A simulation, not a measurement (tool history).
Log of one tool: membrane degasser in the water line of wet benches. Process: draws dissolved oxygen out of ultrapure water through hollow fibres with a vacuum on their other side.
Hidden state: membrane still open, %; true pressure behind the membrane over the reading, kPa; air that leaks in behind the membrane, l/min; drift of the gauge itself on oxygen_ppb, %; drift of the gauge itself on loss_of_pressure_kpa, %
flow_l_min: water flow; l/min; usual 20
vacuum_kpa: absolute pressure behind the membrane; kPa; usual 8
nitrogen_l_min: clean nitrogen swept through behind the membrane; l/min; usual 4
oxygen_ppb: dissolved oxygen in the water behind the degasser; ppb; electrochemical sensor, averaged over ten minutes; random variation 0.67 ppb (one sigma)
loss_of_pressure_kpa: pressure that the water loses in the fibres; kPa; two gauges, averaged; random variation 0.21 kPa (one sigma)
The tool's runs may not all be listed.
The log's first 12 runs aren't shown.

| run | day | flow_l_min | vacuum_kpa | nitrogen_l_min | hours since the membrane was changed | hours since the vacuum gauge was calibrated | hours since the vacuum lines were made tight | oxygen_ppb | loss_of_pressure_kpa |
|---|---|---|---|---|---|---|---|---|---|
| 13 | 18.225 | 20 | 8 | 1.98 | 897 | 2287 | 687 | 116.6 | 48.74 |
| 14 | 19.658 | 20 | 8 | 1.98 | 931 | 2321 | 721 | 116.8 | 48.59 |
| 15 | 21.479 | 20 | 8 | 4 | 975 | 2365 | 765 | 63.2 | 48.67 |
| 16 | 23.492 | 20 | 17.8 | 4 | 1023 | 2413 | 813 | 179.8 | 49.07 |
| 17 | 25.492 | 20 | 17.8 | 4 | 1071 | 2461 | 861 | 175.9 | 48.96 |
| 18 | 26.504 | 20 | 19.43 | 4 | 1096 | 2486 | 885 | 197.1 | 49.11 |
|  | 26.662 | vacuum gauge calibrated |
| 19 | 28.338 | 31 | 8 | 2.34 | 1139 | 40 | 929 | 168.5 | 75.89 |
| 20 | 29.683 | 27 | 8 | 2.66 | 1171 | 72 | 961 | 128.6 | 66.2 |
| 21 | 31.542 | 27 | 8 | 2.66 | 1216 | 117 | 1006 | 128.6 | 66.17 |
|  | 31.767 | vacuum gauge calibrated, once more |
| 22 | 33.104 | 20 | 8 | 1.81 | 1253 | 32 | 1043 | 126.6 | 48.99 |
| 23 | 34.238 | 20 | 8 | 1.81 | 1280 | 59 | 1070 | 125.3 | 48.98 |
| 24 | 35.396 | 25 | 6.92 | 2.32 | 1308 | 87 | 1098 | 99.7 | 61.34 |
| 25 | 36.338 | 13 | 6.92 | 3.16 | 1331 | 110 | 1120 | 37.1 | 31.7 |
| 26 | 37.996 | 17 | 6 | 1.77 | 1370 | 150 | 1160 | 63.9 | 41.7 |
| 27 | 39.812 | 17 | 7.83 | 6.12 | 1414 | 193 | 1204 | 32.7 | 41.66 |
| 28 | 41.304 | 17 | 7.83 | 6.12 | 1450 | 229 | 1240 | 32.5 | 41.52 |
| 29 | 43.471 | 20 | 10.16 | 4.92 | 1502 | 281 | 1292 | 71.6 | 49 |
| 30 | 45.025 | 14 | 8 | 2.44 | 1539 | 318 | 1329 | 67.2 | 34.27 |
| 31 | 45.933 | 20 | 7.4 | 7.53 | 1561 | 340 | 1351 | 30.4 | 49.18 |
| 32 | 47.658 | 22 | 5.18 | 4 | 1602 | 381 | 1392 | 30.9 | 54.25 |

Forecast run 33:
| 33 | 49.046 | 23 | 8.83 | 4.33 | 1636 | 415 | 1425 | ? | ? |

oxygen_ppb: 79.2 ppb
loss_of_pressure_kpa: 56.76 kPa
Without the tool's hidden state the same run would have given oxygen_ppb 78.2 ppb, loss_of_pressure_kpa 56.16 kPa.
